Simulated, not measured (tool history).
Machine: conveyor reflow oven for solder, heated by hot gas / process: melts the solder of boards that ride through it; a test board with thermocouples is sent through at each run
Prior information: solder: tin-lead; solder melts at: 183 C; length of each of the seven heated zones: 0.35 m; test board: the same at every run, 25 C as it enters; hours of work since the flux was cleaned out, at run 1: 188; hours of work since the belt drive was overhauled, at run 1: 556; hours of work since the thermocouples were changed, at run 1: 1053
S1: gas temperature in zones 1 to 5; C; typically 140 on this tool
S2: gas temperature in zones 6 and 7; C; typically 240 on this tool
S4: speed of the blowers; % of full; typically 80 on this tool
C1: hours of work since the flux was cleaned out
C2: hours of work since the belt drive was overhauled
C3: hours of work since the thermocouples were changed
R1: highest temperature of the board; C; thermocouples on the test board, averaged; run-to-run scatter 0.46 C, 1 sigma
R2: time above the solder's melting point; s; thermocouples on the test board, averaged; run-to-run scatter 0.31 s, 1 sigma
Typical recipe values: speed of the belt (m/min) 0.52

Run 1, hour 0: usual settings; C1 188; C2 556; C3 1053. Result: R1 224.6 C, R2 67.2 s.
At hour 6.9: flux residue cleaned out of gas plates and filters.
Run 2, hour 30.1: usual settings; C1 16; C2 573; C3 1070. Result: R1 224.7 C, R2 67.1 s.
Run 3, hour 52.7: usual settings; C1 31; C2 588; C3 1085. Result: R1 224.4 C, R2 67.1 s.
Run 4, hour 66.7: usual settings; C1 40; C2 598; C3 1094. Result: R1 224.9 C, R2 67 s.
Run 5, hour 90.6: usual settings but speed of the belt (m/min) 0.525; C1 56; C2 614; C3 1110. Result: R1 224.8 C, R2 66.1 s.
Run 6, hour 111: usual settings but speed of the belt (m/min) 0.525; C1 70; C2 627; C3 1124. Result: R1 223.7 C, R2 65.7 s.
Run 7, hour 135.3: usual settings but speed of the belt (m/min) 0.58; C1 86; C2 644; C3 1140. Result: R1 221.3 C, R2 56.7 s.
Run 8, hour 164.6: usual settings but speed of the belt (m/min) 0.58; C1 105; C2 663; C3 1159. Result: R1 221.6 C, R2 56.9 s.
Run 9, hour 188: usual settings; C1 121; C2 679; C3 1175. Result: R1 225.2 C, R2 66.8 s.
Run 10, hour 220.6: usual settings but S4 64 % of full; C1 143; C2 701; C3 1197. Result: R1 220.7 C, R2 63.6 s.
At hour 236.3: thermocouples of zones 6 and 7 changed.
Run 11, hour 251: usual settings; C1 162; C2 719; C3 10. Result: R1 224.8 C, R2 67.1 s.
Run 12, hour 274.1: usual settings but S1 151 C, speed of the belt (m/min) 0.483, S4 59 % of full; C1 177; C2 735; C3 25. Result: R1 225.2 C, R2 76.4 s.
At hour 297.6: flux residue cleaned out of gas plates and filters.
Run 13, hour 304.4: usual settings but S1 142 C, S2 239 C, speed of the belt (m/min) 0.562; C1 5; C2 752; C3 42. Result: R1 222 C, R2 60.4 s.
Run 14, hour 321.2: usual settings but S1 142 C, S2 239 C, speed of the belt (m/min) 0.562; C1 16; C2 763; C3 53. Result: R1 221.7 C, R2 60.6 s.
Run 15, hour 351.2: usual settings but S2 239 C, speed of the belt (m/min) 0.583; C1 36; C2 783; C3 73. Result: R1 220.2 C, R2 56.9 s.
Run 16, hour 380.3: usual settings but S2 239 C, speed of the belt (m/min) 0.583; C1 55; C2 803; C3 93. Result: R1 220 C, R2 56.4 s.
Run 17, hour 409.6: usual settings but S2 239 C, speed of the belt (m/min) 0.583; C1 75; C2 822; C3 112. Result: R1 220.1 C, R2 56.6 s.
Run 18, hour 423.6: usual settings but S2 239 C, speed of the belt (m/min) 0.583; C1 84; C2 831; C3 122. Result: R1 220.1 C, R2 56.7 s.
Run 19, hour 457.7: usual settings but S2 239 C, speed of the belt (m/min) 0.583; C1 107; C2 854; C3 145. Result: R1 220.4 C, R2 56.5 s.
Run 20, hour 479: usual settings but S1 152 C, speed of the belt (m/min) 0.459; C1 121; C2 869; C3 159. Result: R1 229.7 C, R2 84.9 s.
Run 21, hour 498.7: usual settings but S1 136 C, speed of the belt (m/min) 0.494, S4 69 % of full; C1 134; C2 882; C3 172. Result: R1 223.7 C, R2 67.8 s.
Run 22, hour 528.6: usual settings but S1 129 C, speed of the belt (m/min) 0.547; C1 154; C2 902; C3 192. Result: R1 221.1 C, R2 57.3 s.

Forecast each of these 5 alternatives for the next run:
Run A, hour 560.4: usual settings but S1 129 C, S2 236 C, speed of the belt (m/min) 0.547; C1 176; C2 923; C3 213. Result: R1 ?, R2 ?.
Run B, hour 560.4: usual settings but S1 153 C; C1 176; C2 923; C3 213. Result: R1 ?, R2 ?.
Run C, hour 560.4: usual settings but S1 129 C, S2 243 C, speed of the belt (m/min) 0.58; C1 176; C2 923; C3 213. Result: R1 ?, R2 ?.
Run D, hour 560.4: usual settings but S1 145 C, S2 230 C, speed of the belt (m/min) 0.521; C1 176; C2 923; C3 213. Result: R1 ?, R2 ?.
Run E, hour 560.4: usual settings but S2 243 C, S4 59 % of full; C1 176; C2 923; C3 213. Result: R1 ?, R2 ?.

run     R1    R2
  A  217.7  55.2
  B  227.6  72.8
  C  221.7  54.8
  D  215.9  63.7
  E  222.5  64.8
Had the tool no hidden state, the same runs would have come out as:
run     R1    R2
  A  217.7  55.2
  B  227.7  72.8
  C  221.8  54.7
  D    216  63.6
  E  222.6  64.7
